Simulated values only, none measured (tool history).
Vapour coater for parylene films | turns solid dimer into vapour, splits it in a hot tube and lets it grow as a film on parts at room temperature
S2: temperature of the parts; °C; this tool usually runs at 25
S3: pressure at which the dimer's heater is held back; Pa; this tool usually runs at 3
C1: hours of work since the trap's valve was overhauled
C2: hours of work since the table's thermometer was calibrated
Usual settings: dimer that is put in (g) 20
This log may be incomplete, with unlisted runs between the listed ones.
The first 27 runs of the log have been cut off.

{"run": 28, "hour": 743.3, "dimer that is put in (g)": 32, "S2": 26, "S3": 6.92, "C1": 593, "C2": 1370, "thickness of the film (nm)": 9980}
{"run": 29, "hour": 770.7, "dimer that is put in (g)": 32, "S2": 26, "S3": 6.92, "C1": 610, "C2": 1387, "thickness of the film (nm)": 10070}
{"hour": 805.5, "done": "trap's valve overhauled"}
{"run": 30, "hour": 811.3, "dimer that is put in (g)": 32, "S2": 26, "S3": 8.79, "C1": 4, "C2": 1409, "thickness of the film (nm)": 10390}
{"run": 31, "hour": 831.2, "dimer that is put in (g)": 19, "S2": 27, "S3": 4.95, "C1": 16, "C2": 1421, "thickness of the film (nm)": 6490}
{"run": 32, "hour": 867.3, "dimer that is put in (g)": 19, "S2": 27, "S3": 4.95, "C1": 37, "C2": 1443, "thickness of the film (nm)": 6510}
{"run": 33, "hour": 895.0, "dimer that is put in (g)": 17, "S2": 31, "S3": 9.65, "C1": 54, "C2": 1459, "thickness of the film (nm)": 4840}
{"run": 34, "hour": 934.7, "dimer that is put in (g)": 20, "S2": 22, "S3": 2.34, "C1": 78, "C2": 1483, "thickness of the film (nm)": 8400}
{"run": 35, "hour": 972.3, "dimer that is put in (g)": 12, "S2": 25, "S3": 3, "C1": 101, "C2": 1506, "thickness of the film (nm)": 4580}
{"run": 36, "hour": 1009.7, "dimer that is put in (g)": 8, "S2": 25, "S3": 6.74, "C1": 123, "C2": 1529, "thickness of the film (nm)": 2660}
{"run": 37, "hour": 1042.7, "dimer that is put in (g)": 23, "S2": 30, "S3": 6.31, "C1": 143, "C2": 1549, "thickness of the film (nm)": 7020}
{"run": 38, "hour": 1081.1, "dimer that is put in (g)": 18, "S2": 26, "S3": 5.86, "C1": 166, "C2": 1572, "thickness of the film (nm)": 6040}
{"run": 39, "hour": 1104.5, "dimer that is put in (g)": 24, "S2": 18, "S3": 4.5, "C1": 181, "C2": 1586, "thickness of the film (nm)": 9930}
{"run": 40, "hour": 1141.5, "dimer that is put in (g)": 24, "S2": 18, "S3": 4.5, "C1": 203, "C2": 1608, "thickness of the film (nm)": 9860}
{"run": 41, "hour": 1170.2, "dimer that is put in (g)": 15, "S2": 18, "S3": 5.38, "C1": 220, "C2": 1626, "thickness of the film (nm)": 5990}
{"run": 42, "hour": 1187.3, "dimer that is put in (g)": 15, "S2": 18, "S3": 5.38, "C1": 231, "C2": 1636, "thickness of the film (nm)": 6020}
{"run": 43, "hour": 1204.8, "dimer that is put in (g)": 15, "S2": 18, "S3": 5.38, "C1": 241, "C2": 1646, "thickness of the film (nm)": 6000}
{"run": 44, "hour": 1224.8, "dimer that is put in (g)": 15, "S2": 18, "S3": 5.38, "C1": 253, "C2": 1658, "thickness of the film (nm)": 5940}
{"run": 45, "hour": 1259.1, "dimer that is put in (g)": 14, "S2": 19, "S3": 2.15, "C1": 274, "C2": 1679, "thickness of the film (nm)": 6220}
{"run": 46, "hour": 1284.7, "dimer that is put in (g)": 14, "S2": 19, "S3": 2.15, "C1": 289, "C2": 1695, "thickness of the film (nm)": 6260}

Forecast each of these 5 alternatives for the next run:
{"run": "A", "hour": 1322.5, "dimer that is put in (g)": 20, "S2": 32, "S3": 9.79, "C1": 312, "C2": 1718, "thickness of the film (nm)": "?"}
{"run": "B", "hour": 1322.5, "dimer that is put in (g)": 20, "S2": 19, "S3": 3, "C1": 312, "C2": 1718, "thickness of the film (nm)": "?"}
{"run": "C", "hour": 1322.5, "dimer that is put in (g)": 8, "S2": 20, "S3": 2.22, "C1": 312, "C2": 1718, "thickness of the film (nm)": "?"}
{"run": "D", "hour": 1322.5, "dimer that is put in (g)": 21, "S2": 25, "S3": 3, "C1": 312, "C2": 1718, "thickness of the film (nm)": "?"}
{"run": "E", "hour": 1322.5, "dimer that is put in (g)": 15, "S2": 25, "S3": 3, "C1": 312, "C2": 1718, "thickness of the film (nm)": "?"}

run=A thickness_of_the_film_(nm)=5450
run=B thickness_of_the_film_(nm)=8530
run=C thickness_of_the_film_(nm)=3490
run=D thickness_of_the_film_(nm)=7860
run=E thickness_of_the_film_(nm)=5590
Stripped of hidden state, with their random variation kept, the same runs would have yielded:
run=A thickness_of_the_film_(nm)=5580
run=B thickness_of_the_film_(nm)=8740
run=C thickness_of_the_film_(nm)=3580
run=D thickness_of_the_film_(nm)=8050
run=E thickness_of_the_film_(nm)=5730
